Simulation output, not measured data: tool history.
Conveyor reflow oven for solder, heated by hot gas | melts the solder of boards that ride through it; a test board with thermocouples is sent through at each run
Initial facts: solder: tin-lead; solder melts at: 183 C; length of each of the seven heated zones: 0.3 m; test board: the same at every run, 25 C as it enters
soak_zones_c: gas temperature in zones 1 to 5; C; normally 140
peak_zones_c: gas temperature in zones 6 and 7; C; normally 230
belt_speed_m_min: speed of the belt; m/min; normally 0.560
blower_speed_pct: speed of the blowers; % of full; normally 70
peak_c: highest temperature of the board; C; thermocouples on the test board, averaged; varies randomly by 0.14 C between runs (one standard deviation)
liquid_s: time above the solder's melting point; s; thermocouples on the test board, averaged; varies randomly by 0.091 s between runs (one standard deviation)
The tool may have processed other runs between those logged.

Run 1, hour 0.0: usual settings. Result: peak_c 213.3 C, liquid_s 45.99 s.
Run 2, hour 5.5: usual settings. Result: peak_c 213.4 C, liquid_s 45.92 s.
Run 3, hour 13.2: usual settings. Result: peak_c 213.3 C, liquid_s 45.84 s.
Run 4, hour 21.6: usual settings. Result: peak_c 213.5 C, liquid_s 45.89 s.
Run 5, hour 28.5: usual settings. Result: peak_c 213.2 C, liquid_s 45.80 s.
Run 6, hour 33.0: usual settings. Result: peak_c 213.3 C, liquid_s 46.03 s.
Run 7, hour 38.3: usual settings. Result: peak_c 213.3 C, liquid_s 45.91 s.
Run 8, hour 44.1: usual settings but soak_zones_c 143 C. Result: peak_c 213.8 C, liquid_s 47.16 s.
Run 9, hour 53.7: usual settings but soak_zones_c 143 C. Result: peak_c 213.7 C, liquid_s 47.24 s.
At hour 62.9: flux residue cleaned out of gas plates and filters.
Run 10, hour 63.5: usual settings but blower_speed_pct 59 % of full. Result: peak_c 211.2 C, liquid_s 43.99 s.
Run 11, hour 70.3: usual settings but blower_speed_pct 79 % of full. Result: peak_c 214.8 C, liquid_s 47.10 s.
Run 12, hour 75.5: usual settings but soak_zones_c 154 C. Result: peak_c 215.8 C, liquid_s 52.79 s.
Run 13, hour 85.0: usual settings but soak_zones_c 154 C. Result: peak_c 215.8 C, liquid_s 52.85 s.
Run 14, hour 92.8: usual settings but soak_zones_c 154 C. Result: peak_c 215.9 C, liquid_s 52.54 s.
Run 15, hour 102.5: usual settings. Result: peak_c 213.2 C, liquid_s 45.88 s.
Run 16, hour 112.9: usual settings but peak_zones_c 242 C, blower_speed_pct 87 % of full. Result: peak_c 226.4 C, liquid_s 53.91 s.
Run 17, hour 123.2: usual settings but peak_zones_c 221 C. Result: peak_c 205.6 C, liquid_s 39.65 s.
Run 18, hour 130.0: usual settings but soak_zones_c 135 C, belt_speed_m_min 0.642 m/min. Result: peak_c 207.4 C, liquid_s 33.66 s.
Run 19, hour 135.9: usual settings but soak_zones_c 132 C, peak_zones_c 229 C, blower_speed_pct 78 % of full. Result: peak_c 212.4 C, liquid_s 42.99 s.
Run 20, hour 141.8: usual settings but peak_zones_c 225 C, blower_speed_pct 69 % of full. Result: peak_c 209.1 C, liquid_s 42.38 s.
Run 21, hour 151.1: usual settings but peak_zones_c 225 C, blower_speed_pct 69 % of full. Result: peak_c 209.0 C, liquid_s 42.36 s.
Run 22, hour 158.4: usual settings but belt_speed_m_min 0.476 m/min. Result: peak_c 217.9 C, liquid_s 58.76 s.
Run 23, hour 167.3: usual settings but soak_zones_c 147 C, belt_speed_m_min 0.476 m/min, blower_speed_pct 85 % of full. Result: peak_c 220.5 C, liquid_s 63.35 s.

Predict the results of run 24:
Run 24, hour 171.9: usual settings but soak_zones_c 147 C, belt_speed_m_min 0.636 m/min, blower_speed_pct 73 % of full. Result: peak_c ?, liquid_s ?.

Run 24 produced peak_c 211.2 C, liquid_s 40.49 s.
With the hidden condition absent and the run-to-run variation left alone, this run would have shown peak_c 211.3 C, liquid_s 40.50 s.

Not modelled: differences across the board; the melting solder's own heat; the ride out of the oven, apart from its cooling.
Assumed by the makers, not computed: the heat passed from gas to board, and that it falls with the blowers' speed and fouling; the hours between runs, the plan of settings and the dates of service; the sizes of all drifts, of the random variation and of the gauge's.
